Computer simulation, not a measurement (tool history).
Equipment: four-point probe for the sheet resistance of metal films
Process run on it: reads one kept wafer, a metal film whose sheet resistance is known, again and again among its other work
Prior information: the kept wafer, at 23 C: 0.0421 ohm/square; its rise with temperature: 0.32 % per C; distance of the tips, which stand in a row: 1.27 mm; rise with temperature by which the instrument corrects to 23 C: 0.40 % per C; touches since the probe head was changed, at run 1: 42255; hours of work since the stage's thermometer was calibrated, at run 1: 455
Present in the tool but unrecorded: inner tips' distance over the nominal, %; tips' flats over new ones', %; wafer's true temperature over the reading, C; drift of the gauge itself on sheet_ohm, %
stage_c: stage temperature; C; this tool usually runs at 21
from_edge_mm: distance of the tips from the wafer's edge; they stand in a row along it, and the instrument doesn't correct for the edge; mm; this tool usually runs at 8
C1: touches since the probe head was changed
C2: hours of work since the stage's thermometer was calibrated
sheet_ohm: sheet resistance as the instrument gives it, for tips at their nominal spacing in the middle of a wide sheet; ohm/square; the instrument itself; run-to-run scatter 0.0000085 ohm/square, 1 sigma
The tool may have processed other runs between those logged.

run 1 hour=0.0 | stage_c=21 from_edge_mm=8 | C1=42255 C2=455 | sheet_ohm=0.042721
run 2 hour=25.5 | stage_c=21 from_edge_mm=8 | C1=43299 C2=469 | sheet_ohm=0.042732
run 3 hour=44.0 | stage_c=25 from_edge_mm=8 | C1=44053 C2=478 | sheet_ohm=0.042607
run 4 hour=63.4 | stage_c=25 from_edge_mm=8 | C1=44846 C2=488 | sheet_ohm=0.042601
run 5 hour=81.0 | stage_c=25 from_edge_mm=8 | C1=45567 C2=498 | sheet_ohm=0.042593
run 6 hour=110.8 | stage_c=25 from_edge_mm=8 | C1=46782 C2=513 | sheet_ohm=0.042592
run 7 hour=138.9 | stage_c=33 from_edge_mm=22 | C1=47932 C2=528 | sheet_ohm=0.041888
run 8 hour=163.5 | stage_c=25 from_edge_mm=22 | C1=48938 C2=541 | sheet_ohm=0.042114
run 9 hour=184.7 | stage_c=20 from_edge_mm=8 | C1=49804 C2=552 | sheet_ohm=0.042754
run 10 hour=217.5 | stage_c=20 from_edge_mm=8 | C1=51146 C2=569 | sheet_ohm=0.042748
run 11 hour=232.0 | stage_c=21 from_edge_mm=8 | C1=51736 C2=577 | sheet_ohm=0.042714
run 12 hour=252.5 | stage_c=34 from_edge_mm=3 | C1=52574 C2=587 | sheet_ohm=0.045429

What if the next run were any one of these 5? Each begins from the tool's condition after run 12:
run A hour=281.5 | stage_c=24 from_edge_mm=5 | C1=53760 C2=603 | sheet_ohm=?
run B hour=281.5 | stage_c=19 from_edge_mm=5 | C1=53760 C2=603 | sheet_ohm=?
run C hour=281.5 | stage_c=18 from_edge_mm=13 | C1=53760 C2=603 | sheet_ohm=?
run D hour=281.5 | stage_c=29 from_edge_mm=8 | C1=53760 C2=603 | sheet_ohm=?
run E hour=281.5 | stage_c=26 from_edge_mm=3 | C1=53760 C2=603 | sheet_ohm=?

run=A sheet_ohm=0.043470
run=B sheet_ohm=0.043640
run=C sheet_ohm=0.042451
run=D sheet_ohm=0.042491
run=E sheet_ohm=0.045678
The same runs, with their run-to-run variation unchanged, on a tool lacking any hidden condition would have given:
run=A sheet_ohm=0.043474
run=B sheet_ohm=0.043644
run=C sheet_ohm=0.042455
run=D sheet_ohm=0.042495
run=E sheet_ohm=0.045682
